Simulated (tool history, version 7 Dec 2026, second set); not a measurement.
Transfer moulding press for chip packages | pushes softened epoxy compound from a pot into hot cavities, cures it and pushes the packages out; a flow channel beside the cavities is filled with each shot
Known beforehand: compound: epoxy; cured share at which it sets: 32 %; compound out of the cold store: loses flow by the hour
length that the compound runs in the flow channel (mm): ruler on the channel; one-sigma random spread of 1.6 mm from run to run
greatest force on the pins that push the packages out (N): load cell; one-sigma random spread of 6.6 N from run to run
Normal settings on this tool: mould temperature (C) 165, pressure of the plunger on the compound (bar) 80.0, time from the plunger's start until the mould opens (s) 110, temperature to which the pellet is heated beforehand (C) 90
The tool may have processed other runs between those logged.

run,day,mould temperature (C),pressure of the plunger on the compound (bar),time from the plunger's start until the mould opens (s),temperature to which the pellet is heated beforehand (C),incoming compound's hours out of the cold store,length that the compound runs in the flow channel (mm),greatest force on the pins that push the packages out (N)
1,0.000,165,80.0,110,90,34.5,663,401
# day 0.583: cavities cleaned with cleaning compound and waxed
2,3.358,165,80.0,110,90,28.5,687,432
# day 4.588: cavities cleaned with cleaning compound and waxed
3,7.275,165,80.0,110,90,45.7,611,386
# day 8.558: cavities cleaned with cleaning compound and waxed
4,10.133,165,80.0,110,80,38.8,639,348
# day 12.292: plunger's sealing rings changed
# day 12.579: cavities cleaned with cleaning compound and waxed
5,12.638,165,80.0,110,80,38.5,662,289
6,15.792,165,80.0,110,80,43.6,635,388
# day 16.521: cavities cleaned with cleaning compound and waxed
7,17.592,165,80.0,110,80,11.6,788,352
# day 18.108: cavities cleaned with cleaning compound and waxed, once more
8,19.446,165,80.0,118,90,20.6,739,316
# day 22.029: cavities cleaned with cleaning compound and waxed
9,22.029,165,80.0,118,90,8.7,795,277
10,23.904,165,80.0,118,90,13.9,764,341
# day 26.000: cavities cleaned with cleaning compound and waxed
11,27.521,165,80.0,118,90,8.8,789,352
12,29.667,165,80.0,118,90,17.6,737,391
# day 29.992: cavities cleaned with cleaning compound and waxed
13,31.550,159,80.0,110,90,30.4,693,443
14,33.358,169,80.0,110,90,9.6,762,379
# day 34.021: cavities cleaned with cleaning compound and waxed
15,35.254,169,80.0,110,90,40.0,621,323
# day 36.767: plunger's sealing rings changed
16,36.917,169,80.0,110,90,27.7,699,375
# day 38.200: cavities cleaned with cleaning compound and waxed
17,39.025,164,80.0,110,89,24.3,727,338
# day 42.246: cavities cleaned with cleaning compound and waxed
18,42.838,164,89.2,110,89,16.6,804,332
19,44.967,164,89.2,110,89,41.8,675,389
# day 45.617: mould's thermocouples calibrated
# day 46.329: cavities cleaned with cleaning compound and waxed
20,47.950,164,89.2,110,89,9.9,832,365
21,49.650,158,61.2,132,94,13.1,694,409
# day 50.321: cavities cleaned with cleaning compound and waxed
22,52.483,165,80.0,110,88,24.4,707,378
# day 54.492: cavities cleaned with cleaning compound and waxed
23,55.975,165,80.0,102,97,28.2,684,356
# day 58.554: cavities cleaned with cleaning compound and waxed
24,59.304,165,80.0,102,97,27.3,684,343
# day 61.404: plunger's sealing rings changed
# day 62.654: cavities cleaned with cleaning compound and waxed
25,63.062,165,80.0,102,97,37.5,663,322
26,65.708,164,96.1,110,87,26.0,787,399
# day 66.596: cavities cleaned with cleaning compound and waxed
27,68.692,164,96.1,110,87,15.2,842,381

Here are 4 independent what-if runs from the current tool condition. What would each one return?
# day 70.704: cavities cleaned with cleaning compound and waxed
A,71.625,164,96.1,95,96,11.2,?,?
# day 70.704: cavities cleaned with cleaning compound and waxed
B,71.625,164,85.7,110,87,47.8,?,?
# day 70.704: cavities cleaned with cleaning compound and waxed
C,71.625,171,74.6,110,91,40.4,?,?
# day 70.704: cavities cleaned with cleaning compound and waxed
D,71.625,165,80.0,98,90,42.6,?,?

run,length that the compound runs in the flow channel (mm),greatest force on the pins that push the packages out (N)
A,857,390
B,633,337
C,601,313
D,630,359
Had the tool no hidden state, the same runs would have come out as:
run,length that the compound runs in the flow channel (mm),greatest force on the pins that push the packages out (N)
A,875,328
B,646,289
C,614,270
D,643,306
